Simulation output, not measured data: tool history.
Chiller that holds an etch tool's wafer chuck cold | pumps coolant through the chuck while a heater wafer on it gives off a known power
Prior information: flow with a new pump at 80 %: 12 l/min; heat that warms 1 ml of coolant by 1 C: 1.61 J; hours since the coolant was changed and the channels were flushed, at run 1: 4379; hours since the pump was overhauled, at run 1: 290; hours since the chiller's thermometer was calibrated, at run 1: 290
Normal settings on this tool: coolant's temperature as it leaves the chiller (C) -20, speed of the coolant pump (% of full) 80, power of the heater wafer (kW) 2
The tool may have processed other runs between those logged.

run,hour,coolant's temperature as it leaves the chiller (C),speed of the coolant pump (% of full),power of the heater wafer (kW),hours since the coolant was changed and the channels were flushed,hours since the pump was overhauled,hours since the chiller's thermometer was calibrated,chuck's temperature once it has settled (C),how much warmer the coolant comes back (C)
1,0,-20,80,2,4379,290,290,-3.9,6.31
# hour 19.4: coolant changed, channels flushed
2,118.9,-20,80,1.316,99,403,403,-9.7,4.17
3,207.9,-20,80,1.316,189,492,492,-9.8,4.12
4,296.4,-20,80,1.316,277,580,580,-9.8,4.16
5,377.7,-20,80,2,358,661,661,-4.3,6.38
6,472.1,-20,80,2,453,756,756,-4.4,6.35
# hour 487.5: coolant pump overhauled
7,567.3,-20,80,2,543,80,846,-4.3,6.39
8,642.5,-20,80,1.063,618,155,921,-11.5,3.39
9,755.6,-20,80,1.063,731,268,1034,-11.5,3.42
10,864.1,-20,80,1.063,840,377,1143,-11.7,3.38
11,918.8,-20,82,1.219,894,431,1197,-10.5,3.87
12,1029.3,-20,82,1.219,1005,542,1308,-10.5,3.85
# hour 1042.7: coolant pump overhauled, once more
13,1089.6,-20,82,1.219,1060,47,1363,-10.5,3.71

Consider 3 possible next runs. They are alternatives, not a sequence: every one starts from the tool as it was left by run 13. What does each give?
A,1189.7,-20,84,1.324,1160,147,1463,?,?
B,1189.7,-20,84,1.219,1160,147,1463,?,?
C,1189.7,-23,80,2.096,1160,147,1463,?,?

run,chuck's temperature once it has settled (C),how much warmer the coolant comes back (C)
A,-10,3.97
B,-10.8,3.62
C,-6.6,6.59
Stripped of hidden state, with their random variation kept, the same runs would have yielded:
run,chuck's temperature once it has settled (C),how much warmer the coolant comes back (C)
A,-10.5,3.95
B,-11.2,3.61
C,-7.2,6.56

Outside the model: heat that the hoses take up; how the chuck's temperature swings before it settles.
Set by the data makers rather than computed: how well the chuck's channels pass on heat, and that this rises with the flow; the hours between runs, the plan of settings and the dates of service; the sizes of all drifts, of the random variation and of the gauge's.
